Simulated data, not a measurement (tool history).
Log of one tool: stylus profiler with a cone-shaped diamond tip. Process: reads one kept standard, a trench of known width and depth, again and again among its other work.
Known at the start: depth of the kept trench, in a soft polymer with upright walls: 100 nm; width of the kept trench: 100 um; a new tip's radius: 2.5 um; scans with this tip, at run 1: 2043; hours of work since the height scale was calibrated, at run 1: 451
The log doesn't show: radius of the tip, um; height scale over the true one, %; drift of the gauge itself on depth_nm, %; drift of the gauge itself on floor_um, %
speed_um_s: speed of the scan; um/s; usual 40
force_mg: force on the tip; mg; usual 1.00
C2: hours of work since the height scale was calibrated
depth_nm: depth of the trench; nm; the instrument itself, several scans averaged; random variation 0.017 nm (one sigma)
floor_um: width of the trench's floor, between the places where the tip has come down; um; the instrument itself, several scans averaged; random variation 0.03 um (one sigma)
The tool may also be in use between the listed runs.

run 1 hour=0.0 | speed_um_s=40 force_mg=1.00 | scans_with_this_tip=2043 C2=451 | depth_nm=100.65 floor_um=98.12
run 2 hour=48.5 | speed_um_s=13 force_mg=1.00 | scans_with_this_tip=2145 C2=473 | depth_nm=100.70 floor_um=98.39
run 3 hour=123.4 | speed_um_s=40 force_mg=1.71 | scans_with_this_tip=2301 C2=508 | depth_nm=100.91 floor_um=98.23
run 4 hour=195.6 | speed_um_s=139 force_mg=1.71 | scans_with_this_tip=2452 C2=541 | depth_nm=100.92 floor_um=97.48
run 5 hour=242.2 | speed_um_s=40 force_mg=1.00 | scans_with_this_tip=2549 C2=563 | depth_nm=100.69 floor_um=98.09
run 6 hour=308.7 | speed_um_s=40 force_mg=0.55 | scans_with_this_tip=2688 C2=594 | depth_nm=100.54 floor_um=98.03
run 7 hour=360.9 | speed_um_s=40 force_mg=1.00 | scans_with_this_tip=2797 C2=618 | depth_nm=100.74 floor_um=98.14
run 8 hour=438.3 | speed_um_s=40 force_mg=0.84 | scans_with_this_tip=2959 C2=653 | depth_nm=100.66 floor_um=98.06
run 9 hour=508.4 | speed_um_s=40 force_mg=0.84 | scans_with_this_tip=3106 C2=686 | depth_nm=100.73 floor_um=98.17
run 10 hour=585.0 | speed_um_s=40 force_mg=0.84 | scans_with_this_tip=3266 C2=721 | depth_nm=100.69 floor_um=98.05
run 11 hour=661.2 | speed_um_s=40 force_mg=0.84 | scans_with_this_tip=3425 C2=756 | depth_nm=100.72 floor_um=98.01
run 12 hour=731.2 | speed_um_s=40 force_mg=0.94 | scans_with_this_tip=3571 C2=788 | depth_nm=100.77 floor_um=98.11
run 13 hour=822.3 | speed_um_s=40 force_mg=1.65 | scans_with_this_tip=3761 C2=830 | depth_nm=100.98 floor_um=98.19
run 14 hour=886.0 | speed_um_s=40 force_mg=1.65 | scans_with_this_tip=3895 C2=860 | depth_nm=101.02 floor_um=98.20
run 15 hour=924.6 | speed_um_s=40 force_mg=1.00 | scans_with_this_tip=3975 C2=878 | depth_nm=100.80 floor_um=98.10
run 16 hour=982.9 | speed_um_s=40 force_mg=1.00 | scans_with_this_tip=4097 C2=905 | depth_nm=100.79 floor_um=98.07
run 17 hour=1073.7 | speed_um_s=40 force_mg=1.00 | scans_with_this_tip=4287 C2=946 | depth_nm=100.80 floor_um=98.07
-- hour=1127.4 height scale calibrated on a step standard
run 18 hour=1156.1 | speed_um_s=40 force_mg=1.00 | scans_with_this_tip=4458 C2=13 | depth_nm=100.57 floor_um=98.04
run 19 hour=1233.5 | speed_um_s=40 force_mg=1.00 | scans_with_this_tip=4620 C2=49 | depth_nm=100.56 floor_um=98.08
run 20 hour=1278.2 | speed_um_s=40 force_mg=1.00 | scans_with_this_tip=4713 C2=70 | depth_nm=100.59 floor_um=98.10
run 21 hour=1357.7 | speed_um_s=40 force_mg=2.86 | scans_with_this_tip=4879 C2=106 | depth_nm=101.13 floor_um=98.20
run 22 hour=1395.3 | speed_um_s=40 force_mg=1.00 | scans_with_this_tip=4958 C2=124 | depth_nm=100.63 floor_um=98.06
run 23 hour=1478.9 | speed_um_s=40 force_mg=1.00 | scans_with_this_tip=5132 C2=162 | depth_nm=100.63 floor_um=98.05
run 24 hour=1551.2 | speed_um_s=40 force_mg=1.00 | scans_with_this_tip=5284 C2=196 | depth_nm=100.63 floor_um=98.04
run 25 hour=1606.2 | speed_um_s=54 force_mg=2.70 | scans_with_this_tip=5398 C2=221 | depth_nm=101.12 floor_um=98.09
run 26 hour=1656.6 | speed_um_s=52 force_mg=1.59 | scans_with_this_tip=5504 C2=244 | depth_nm=100.80 floor_um=98.05
run 27 hour=1699.6 | speed_um_s=52 force_mg=1.59 | scans_with_this_tip=5594 C2=264 | depth_nm=100.80 floor_um=98.06
run 28 hour=1771.4 | speed_um_s=27 force_mg=0.96 | scans_with_this_tip=5744 C2=297 | depth_nm=100.67 floor_um=98.22
run 29 hour=1850.5 | speed_um_s=15 force_mg=2.63 | scans_with_this_tip=5909 C2=334 | depth_nm=101.11 floor_um=98.36
run 30 hour=1909.3 | speed_um_s=15 force_mg=2.63 | scans_with_this_tip=6032 C2=361 | depth_nm=101.13 floor_um=98.30
run 31 hour=1950.3 | speed_um_s=15 force_mg=2.63 | scans_with_this_tip=6117 C2=380 | depth_nm=101.13 floor_um=98.39
run 32 hour=2015.9 | speed_um_s=15 force_mg=2.63 | scans_with_this_tip=6254 C2=410 | depth_nm=101.13 floor_um=98.34
run 33 hour=2059.5 | speed_um_s=15 force_mg=2.63 | scans_with_this_tip=6346 C2=430 | depth_nm=101.16 floor_um=98.32
run 34 hour=2147.4 | speed_um_s=15 force_mg=2.63 | scans_with_this_tip=6529 C2=471 | depth_nm=101.17 floor_um=98.23
run 35 hour=2238.5 | speed_um_s=15 force_mg=2.63 | scans_with_this_tip=6720 C2=513 | depth_nm=101.18 floor_um=98.34
run 36 hour=2320.8 | speed_um_s=13 force_mg=2.63 | scans_with_this_tip=6891 C2=551 | depth_nm=101.17 floor_um=98.33
run 37 hour=2377.3 | speed_um_s=13 force_mg=2.63 | scans_with_this_tip=7010 C2=577 | depth_nm=101.19 floor_um=98.32
run 38 hour=2448.3 | speed_um_s=28 force_mg=0.40 | scans_with_this_tip=7158 C2=609 | depth_nm=100.49 floor_um=97.98
run 39 hour=2488.3 | speed_um_s=28 force_mg=0.40 | scans_with_this_tip=7242 C2=628 | depth_nm=100.51 floor_um=97.93
run 40 hour=2570.7 | speed_um_s=28 force_mg=0.40 | scans_with_this_tip=7414 C2=666 | depth_nm=100.53 floor_um=97.94
run 41 hour=2617.4 | speed_um_s=41 force_mg=1.06 | scans_with_this_tip=7511 C2=687 | depth_nm=100.80 floor_um=97.97
run 42 hour=2671.2 | speed_um_s=44 force_mg=0.58 | scans_with_this_tip=7624 C2=712 | depth_nm=100.62 floor_um=97.88
run 43 hour=2751.0 | speed_um_s=26 force_mg=1.00 | scans_with_this_tip=7790 C2=749 | depth_nm=100.78 floor_um=98.14
run 44 hour=2809.8 | speed_um_s=26 force_mg=1.00 | scans_with_this_tip=7913 C2=776 | depth_nm=100.78 floor_um=98.13
run 45 hour=2902.2 | speed_um_s=26 force_mg=1.00 | scans_with_this_tip=8106 C2=819 | depth_nm=100.82 floor_um=98.08
run 46 hour=2994.8 | speed_um_s=34 force_mg=1.00 | scans_with_this_tip=8300 C2=861 | depth_nm=100.82 floor_um=98.06
run 47 hour=3051.9 | speed_um_s=25 force_mg=0.36 | scans_with_this_tip=8419 C2=888 | depth_nm=100.58 floor_um=97.97

Forecast each of these 3 alternatives for the next run:
run A hour=3100.8 | speed_um_s=44 force_mg=0.41 | scans_with_this_tip=8521 C2=910 | depth_nm=? floor_um=?
run B hour=3100.8 | speed_um_s=54 force_mg=0.54 | scans_with_this_tip=8521 C2=910 | depth_nm=? floor_um=?
run C hour=3100.8 | speed_um_s=113 force_mg=1.96 | scans_with_this_tip=8521 C2=910 | depth_nm=? floor_um=?

run=A depth_nm=100.61 floor_um=97.72
run=B depth_nm=100.65 floor_um=97.61
run=C depth_nm=101.13 floor_um=97.58
Without the tool's hidden state the same runs would have given:
run=A depth_nm=100.29 floor_um=97.97
run=B depth_nm=100.33 floor_um=97.86
run=C depth_nm=100.80 floor_um=97.83
